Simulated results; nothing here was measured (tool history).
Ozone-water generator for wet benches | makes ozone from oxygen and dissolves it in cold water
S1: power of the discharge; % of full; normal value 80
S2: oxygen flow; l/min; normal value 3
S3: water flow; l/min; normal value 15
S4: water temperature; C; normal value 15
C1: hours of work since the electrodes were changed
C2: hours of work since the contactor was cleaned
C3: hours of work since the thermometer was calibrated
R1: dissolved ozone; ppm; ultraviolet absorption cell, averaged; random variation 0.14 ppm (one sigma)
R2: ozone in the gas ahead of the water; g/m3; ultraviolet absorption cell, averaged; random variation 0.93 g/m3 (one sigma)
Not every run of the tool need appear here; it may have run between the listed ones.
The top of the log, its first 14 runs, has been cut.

run   hour  S1    S2  S3  S4   C1   C2    C3    R1     R2
 15  318.8  80   2.9  15  15  441  305  4275  16.7  157.1
 16  333.3  80   2.9  15  15  450  314  4284  16.6  156.9
 17  354.5  80     3  15  14  463  328  4297  16.9  155.1
 18  371.2  59     3  15  15  473  338  4308  14.2  128.6
 19  399.3  72     3  19  15  491  355  4325  12.6  146.8
 20  429.1  80   3.3  12  15  510  374  4344  20.5  148.9
 21  453.6  96     3  15  15  525  389  4359  18.5  170.2
 22  484.2  80   3.9  15  15  544  408  4378  17.8  139.5
 23  499.9  59  3.44  21  19  554  418  4388  10.3  121.8
 24  516.6  70   4.7  13  15  564  429  4398  18.5    119
 25  537.3  70   4.7  13  15  577  441  4411  18.8  118.3
 26  563.2  70   4.7  13  15  593  458  4427  18.6  119.1
 27  585.6  55   1.9  19  18  607  471  4441   9.2  150.4
 28  610.9  80     3  16  12  623  487  4457  16.3  152.9
 29  627.2  80     3  16  12  633  497  4467  16.2  153.4

What does the tool deliver on the next run?
 30   655  66  2.34  22  12  650  515  4485   ?   ?

{"run 30": {"R1": 9.6, "R2": 151.9}}
If the tool had no hidden condition, the same run with the same run-to-run variation would have returned R1 9.9 ppm, R2 154.4 g/m3.
